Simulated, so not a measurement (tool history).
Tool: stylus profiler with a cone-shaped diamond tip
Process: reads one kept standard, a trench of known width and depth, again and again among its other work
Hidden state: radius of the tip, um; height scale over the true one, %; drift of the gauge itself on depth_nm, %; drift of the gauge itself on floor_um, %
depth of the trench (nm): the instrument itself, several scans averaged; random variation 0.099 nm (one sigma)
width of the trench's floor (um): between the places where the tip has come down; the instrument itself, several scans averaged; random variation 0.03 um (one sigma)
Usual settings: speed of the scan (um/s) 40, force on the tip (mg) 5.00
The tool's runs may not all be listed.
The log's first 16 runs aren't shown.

run	hour	speed of the scan (um/s)	force on the tip (mg)	scans with this tip	hours of work since the height scale was calibrated	depth of the trench (nm)	width of the trench's floor (um)
17	197.1	40	5.00	7931	560	512.29	15.44
18	207.8	40	2.40	8044	567	507.62	15.44
19	224.0	40	2.40	8214	579	507.68	15.44
20	232.9	16	9.32	8308	586	519.02	15.55
21	240.3	16	4.68	8385	592	511.81	15.58
22	254.7	40	2.39	8537	602	507.42	15.50
23	271.4	40	2.39	8713	615	507.52	15.48
24	281.1	147	3.06	8815	622	508.96	15.02
25	289.6	147	3.06	8903	628	508.95	15.05
26	306.1	147	3.06	9077	640	509.00	15.07
27	314.8	18	2.01	9169	647	506.77	15.58
28	326.6	46	5.27	9293	656	513.12	15.50
29	336.2	11	5.15	9394	663	512.75	15.54
30	348.2	11	5.15	9520	672	512.85	15.62
31	364.9	94	2.54	9695	684	507.88	15.23
32	374.2	94	2.54	9793	691	507.82	15.28
33	390.2	94	2.54	9961	703	508.03	15.15
34	406.3	21	7.26	10131	715	516.01	15.55
35	417.4	11	3.76	10247	723	510.19	15.48
36	433.9	11	3.76	10421	735	510.39	15.58
37	449.6	11	3.76	10586	747	510.26	15.63

Forecast each of these 5 alternatives for the next run:
A	456.9	11	1.91	10663	752	?	?
B	456.9	43	3.76	10663	752	?	?
C	456.9	64	2.48	10663	752	?	?
D	456.9	29	7.72	10663	752	?	?
E	456.9	18	3.76	10663	752	?	?

run	depth of the trench (nm)	width of the trench's floor (um)
A	506.38	15.62
B	510.30	15.46
C	507.77	15.37
D	516.62	15.59
E	510.26	15.57
Without the tool's hidden state the same runs would have given:
run	depth of the trench (nm)	width of the trench's floor (um)
A	506.38	15.63
B	510.31	15.47
C	507.77	15.37
D	516.62	15.60
E	510.26	15.58

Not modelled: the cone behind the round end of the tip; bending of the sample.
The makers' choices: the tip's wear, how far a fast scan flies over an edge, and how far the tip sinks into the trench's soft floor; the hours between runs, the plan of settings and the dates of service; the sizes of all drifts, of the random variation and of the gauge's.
